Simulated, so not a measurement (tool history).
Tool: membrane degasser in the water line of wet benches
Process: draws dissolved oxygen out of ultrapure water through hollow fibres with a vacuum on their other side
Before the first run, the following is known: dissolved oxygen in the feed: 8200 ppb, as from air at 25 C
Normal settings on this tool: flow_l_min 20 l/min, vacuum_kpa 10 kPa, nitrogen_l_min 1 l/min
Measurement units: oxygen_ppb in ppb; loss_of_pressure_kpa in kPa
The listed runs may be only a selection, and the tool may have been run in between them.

run	day	flow_l_min	vacuum_kpa	nitrogen_l_min	oxygen_ppb	loss_of_pressure_kpa
1	0	20	10	1	302.4	30.91
2	3.3	20	10	1	300.9	30.83
3	6.517	29	10	1	432	45.04
4	12.712	29	10	1	433.1	44.67
5	15.842	29	8.1	1	324.4	45.16
6	19.8	29	8.1	1	321	44.73
7	22.712	29	8.1	1	326	44.93
8	29.25	29	8.1	1	326.9	44.94
9	33.108	29	8.1	1	322.8	44.83
10	37.967	14	13.5	1	324.7	21.53
11	42.088	30	19.3	1.24	809.6	46.33
12	45.65	30	19.3	1.24	809.9	46.35
13	48.458	30	11.8	1.89	335.5	46.73
14	55.183	24	12.3	0.68	638.2	37.27

Alternative continuations, all from the tool just after run 14; predict every row:
A	59.542	24	6.7	0.62	?	?
B	59.542	19	8.7	1.68	?	?
C	59.542	20	10	1.01	?	?
D	59.542	24	7.8	0.75	?	?

run	oxygen_ppb	loss_of_pressure_kpa
A	284.1	37.14
B	151.3	29.6
C	300.5	31.04
D	316.3	37.2
Had the tool no hidden state, the same runs would have come out as:
run	oxygen_ppb	loss_of_pressure_kpa
A	277.9	36.88
B	148.7	29.4
C	296.6	30.83
D	310.7	36.94
